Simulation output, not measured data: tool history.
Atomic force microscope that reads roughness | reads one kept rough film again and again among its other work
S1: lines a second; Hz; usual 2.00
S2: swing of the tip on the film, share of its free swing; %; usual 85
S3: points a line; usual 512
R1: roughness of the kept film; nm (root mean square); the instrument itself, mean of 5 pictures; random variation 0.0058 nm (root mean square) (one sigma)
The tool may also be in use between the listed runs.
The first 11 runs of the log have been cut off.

Run 12, hour 130.6: usual settings but S1 3.45 Hz. Result: R1 0.872 nm (root mean square).
Run 13, hour 142.8: usual settings but S1 3.45 Hz. Result: R1 0.845 nm (root mean square).
Run 14, hour 159.3: usual settings but S1 0.65 Hz. Result: R1 1.092 nm (root mean square).
At hour 164.5: height scale calibrated on a step standard, once more.
Run 15, hour 168.1: usual settings but S1 0.65 Hz. Result: R1 1.091 nm (root mean square).
Run 16, hour 178.0: usual settings but S1 0.65 Hz. Result: R1 1.064 nm (root mean square).
Run 17, hour 191.3: usual settings but S1 0.65 Hz. Result: R1 1.044 nm (root mean square).
Run 18, hour 200.7: usual settings but S1 1.38 Hz, S2 60 %, S3 369. Result: R1 1.050 nm (root mean square).
Run 19, hour 209.1: usual settings but S1 0.83 Hz, S2 67 %, S3 581. Result: R1 1.049 nm (root mean square).
At hour 212.0: new tip fitted.
Run 20, hour 219.8: usual settings but S1 0.55 Hz, S2 67 %, S3 783. Result: R1 1.256 nm (root mean square).
Run 21, hour 230.9: usual settings but S1 1.14 Hz, S2 90 %, S3 728. Result: R1 1.051 nm (root mean square).
Run 22, hour 243.3: usual settings but S2 64 %, S3 307. Result: R1 1.115 nm (root mean square).
Run 23, hour 260.1: usual settings but S1 0.80 Hz, S2 73 %. Result: R1 1.120 nm (root mean square).
Run 24, hour 273.0: usual settings but S1 0.63 Hz, S2 61 %, S3 829. Result: R1 1.134 nm (root mean square).
Run 25, hour 281.8: usual settings but S1 2.99 Hz, S3 610. Result: R1 0.817 nm (root mean square).

Run 26 comes next. What will it give?
Run 26, hour 290.0: usual settings but S2 86 %. Result: R1 ?.

Run 26 gave R1 0.876 nm (root mean square).
With the hidden condition absent and the run-to-run variation left alone, this run would have shown R1 1.031 nm (root mean square).
